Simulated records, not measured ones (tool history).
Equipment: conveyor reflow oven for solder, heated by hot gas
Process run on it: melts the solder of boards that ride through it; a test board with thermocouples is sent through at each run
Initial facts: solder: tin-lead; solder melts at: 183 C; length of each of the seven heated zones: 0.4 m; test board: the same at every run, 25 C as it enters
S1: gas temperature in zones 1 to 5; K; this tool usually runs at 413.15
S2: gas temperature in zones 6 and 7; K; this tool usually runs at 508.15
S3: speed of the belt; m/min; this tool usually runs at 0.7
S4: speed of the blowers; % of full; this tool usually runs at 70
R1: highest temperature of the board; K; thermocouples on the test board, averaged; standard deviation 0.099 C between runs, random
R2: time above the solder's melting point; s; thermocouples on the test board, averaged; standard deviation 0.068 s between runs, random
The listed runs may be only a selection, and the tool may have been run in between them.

| run | hour | S1 | S2 | S3 | S4 | R1 | R2 |
|---|---|---|---|---|---|---|---|
| 1 | 0 | 413.15 | 508.15 | 0.7 | 70 | 494.13 | 55.17 |
| 2 | 19.7 | 413.15 | 508.15 | 0.7 | 70 | 494.31 | 55.18 |
| 3 | 56 | 413.15 | 508.15 | 0.627 | 70 | 497.11 | 64.01 |
| 4 | 89.7 | 413.15 | 508.15 | 0.627 | 70 | 496.89 | 63.78 |
| 5 | 119.9 | 413.15 | 508.15 | 0.627 | 70 | 497.03 | 63.66 |
| 6 | 139 | 413.15 | 508.15 | 0.627 | 70 | 497.15 | 63.81 |
|  | 169.5 | flux residue cleaned out of gas plates and filters |
| 7 | 175.8 | 413.15 | 508.15 | 0.7 | 70 | 495.79 | 56.26 |
| 8 | 210.9 | 413.15 | 518.15 | 0.7 | 70 | 504.85 | 60.66 |
| 9 | 239 | 413.15 | 518.15 | 0.7 | 70 | 504.67 | 60.79 |
| 10 | 271.7 | 413.15 | 518.15 | 0.7 | 70 | 504.63 | 60.76 |
| 11 | 292.8 | 413.15 | 518.15 | 0.7 | 70 | 504.66 | 60.82 |
| 12 | 328.1 | 413.15 | 518.15 | 0.7 | 70 | 504.62 | 60.67 |
| 13 | 361.1 | 413.15 | 518.15 | 0.645 | 70 | 506.76 | 67.09 |
| 14 | 392.7 | 413.15 | 518.15 | 0.645 | 70 | 506.71 | 67.03 |
| 15 | 422.3 | 401.15 | 508.15 | 0.7 | 70 | 493.48 | 51.09 |
| 16 | 451 | 405.15 | 508.15 | 0.7 | 70 | 493.97 | 52.7 |
| 17 | 486.6 | 413.15 | 502.15 | 0.838 | 70 | 484.04 | 39.05 |
| 18 | 516 | 413.15 | 502.15 | 0.838 | 70 | 484.16 | 39.25 |
| 19 | 543.6 | 428.15 | 517.15 | 0.703 | 67 | 504.52 | 65.32 |
| 20 | 570.3 | 413.15 | 508.15 | 0.717 | 57 | 489.95 | 50.43 |
| 21 | 589.2 | 413.15 | 508.15 | 0.717 | 57 | 490.13 | 50.4 |
|  | 624.9 | flux residue cleaned out of gas plates and filters |
| 22 | 627.6 | 398.15 | 508.15 | 0.625 | 57 | 493.46 | 56.62 |
| 23 | 645.6 | 398.15 | 508.15 | 0.625 | 57 | 493.41 | 56.66 |
| 24 | 663.8 | 398.15 | 508.15 | 0.625 | 57 | 493.39 | 56.52 |
| 25 | 688.6 | 401.15 | 496.15 | 0.805 | 52 | 472.11 | 25.53 |
| 26 | 715.4 | 413.15 | 508.15 | 0.63 | 74 | 499.86 | 65.47 |
| 27 | 743.5 | 413.15 | 508.15 | 0.63 | 74 | 499.9 | 65.54 |
| 28 | 770.9 | 413.15 | 500.15 | 0.715 | 70 | 488.19 | 50.31 |
| 29 | 792.7 | 413.15 | 500.15 | 0.715 | 70 | 488.44 | 50.42 |
| 30 | 814.5 | 424.15 | 516.15 | 0.7 | 70 | 504.86 | 64.31 |

Here are 5 independent what-if runs from the current tool condition. What would each one return?
| A | 839.1 | 424.15 | 516.15 | 0.621 | 68 | ? | ? |
| B | 839.1 | 420.15 | 521.15 | 0.7 | 70 | ? | ? |
| C | 839.1 | 424.15 | 500.15 | 0.708 | 57 | ? | ? |
| D | 839.1 | 423.15 | 508.15 | 0.7 | 70 | ? | ? |
| E | 839.1 | 398.15 | 508.15 | 0.73 | 70 | ? | ? |

| run | R1 | R2 |
|---|---|---|
| A | 507.29 | 73.96 |
| B | 508.45 | 64.71 |
| C | 486.83 | 53.1 |
| D | 497.41 | 60.75 |
| E | 492.25 | 47.43 |
With the hidden condition removed and each run's random variation left untouched, the same runs would have given:
| run | R1 | R2 |
|---|---|---|
| A | 506.36 | 72.99 |
| B | 507.76 | 63.91 |
| C | 485.96 | 52.24 |
| D | 496.63 | 59.99 |
| E | 491.76 | 46.97 |

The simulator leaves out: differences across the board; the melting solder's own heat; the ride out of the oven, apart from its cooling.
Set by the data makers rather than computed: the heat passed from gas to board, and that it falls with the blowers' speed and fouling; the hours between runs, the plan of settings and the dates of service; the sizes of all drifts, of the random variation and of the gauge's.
